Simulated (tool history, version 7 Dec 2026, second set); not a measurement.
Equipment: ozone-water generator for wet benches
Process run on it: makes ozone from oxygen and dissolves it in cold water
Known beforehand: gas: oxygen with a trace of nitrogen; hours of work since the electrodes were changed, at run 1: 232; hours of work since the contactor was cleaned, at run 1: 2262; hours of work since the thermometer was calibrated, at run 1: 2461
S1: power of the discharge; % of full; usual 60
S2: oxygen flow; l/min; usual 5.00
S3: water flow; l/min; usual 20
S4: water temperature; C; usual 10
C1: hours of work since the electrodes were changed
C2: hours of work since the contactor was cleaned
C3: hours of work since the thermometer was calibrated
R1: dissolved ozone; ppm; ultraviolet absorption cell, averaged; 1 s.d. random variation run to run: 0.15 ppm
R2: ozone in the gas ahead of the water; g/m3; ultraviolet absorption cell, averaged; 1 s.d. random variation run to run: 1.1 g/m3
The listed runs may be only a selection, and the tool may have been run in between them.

run,day,S1,S2,S3,S4,C1,C2,C3,R1,R2
1,0.000,60,5.00,20,10,232,2262,2461,16.8,200.6
2,2.283,60,5.00,20,10,267,2297,2496,16.7,199.0
3,3.962,60,5.00,23,10,293,2323,2522,14.4,200.9
4,4.996,60,5.00,23,10,309,2339,2538,14.5,200.7
5,6.583,60,5.00,23,10,334,2364,2563,14.3,200.5
6,7.925,60,5.00,23,10,355,2384,2584,14.5,200.4
7,9.925,60,5.00,20,10,386,2415,2615,16.6,199.3
8,12.233,60,5.00,20,10,421,2451,2650,16.6,200.1
9,13.575,60,5.00,25,10,442,2472,2671,13.2,197.7
10,15.858,60,5.00,25,10,478,2507,2706,12.8,197.9
11,17.588,56,5.00,25,10,504,2534,2733,12.4,189.2
12,19.142,56,5.00,25,10,528,2558,2757,12.2,187.6
13,20.700,56,5.00,25,10,553,2582,2781,12.1,187.8
14,22.267,56,5.00,25,10,577,2606,2806,12.0,188.0
# day 22.971: water thermometer calibrated
15,23.983,56,5.00,25,10,603,2633,16,12.3,189.4
16,25.354,60,5.00,20,10,624,2654,37,16.4,200.3
17,26.996,60,5.00,20,10,650,2679,62,16.4,196.9
18,29.046,60,5.00,20,10,681,2711,94,16.3,198.0
19,30.883,69,5.00,24,10,710,2739,122,14.9,218.9
20,32.879,69,5.00,24,10,741,2770,153,15.0,218.7
21,35.100,60,5.00,12,10,775,2805,188,26.6,196.6
22,36.050,60,5.00,12,10,790,2819,202,26.4,197.1
23,38.129,60,5.00,24,10,822,2852,235,13.2,197.4
24,40.279,68,5.00,24,8,855,2885,268,14.9,217.2
# day 40.908: contactor cleaned
25,41.846,60,5.00,24,10,877,15,289,14.5,196.7
26,42.792,60,6.85,15,17,891,29,304,21.4,176.3
27,43.858,60,5.09,15,17,908,46,321,20.8,194.6
28,45.429,47,2.77,20,10,932,70,345,11.5,194.6
29,46.396,47,3.16,20,6,947,85,360,12.7,188.2
30,48.300,61,4.24,27,9,977,114,389,11.9,208.0
31,49.588,47,4.24,27,10,997,134,409,9.7,172.8
32,51.779,60,7.78,22,10,1030,168,443,17.4,170.5
33,54.129,72,5.00,18,12,1067,205,480,21.1,223.2

A few steps of R1 between consecutive runs. Split each: what settings, incoming material and random variation would produce without the hidden state, and what is left over for the hidden state, along with gauge scatter present in only one of the two compared results (measured, and without hidden state):
The tool's hidden condition here consists of: yield of the discharge, % of new electrodes'; contactor's efficiency, % of a clean one's; true water temperature over the reading, C; drift of the gauge itself on ozone_ppm, %; drift of the gauge itself on gas_g_m3, %.
Run 20 -> 21: S1 69 -> 60, S3 24 -> 12. R1 +11.6 ppm: hidden state -0.8, all else +12.4.
Run 22 -> 23: S3 12 -> 24. R1 -13.2 ppm: hidden state +1.0, all else -14.2.
Run 24 -> 25: S1 68 -> 60, S4 8 -> 10, contactor cleaned. R1 -0.4 ppm: hidden state +1.3, all else -1.7.
Run 27 -> 28: S1 60 -> 47, S2 5.09 -> 2.77, S3 15 -> 20, S4 17 -> 10. R1 -9.3 ppm: hidden state +0.4, all else -9.7.
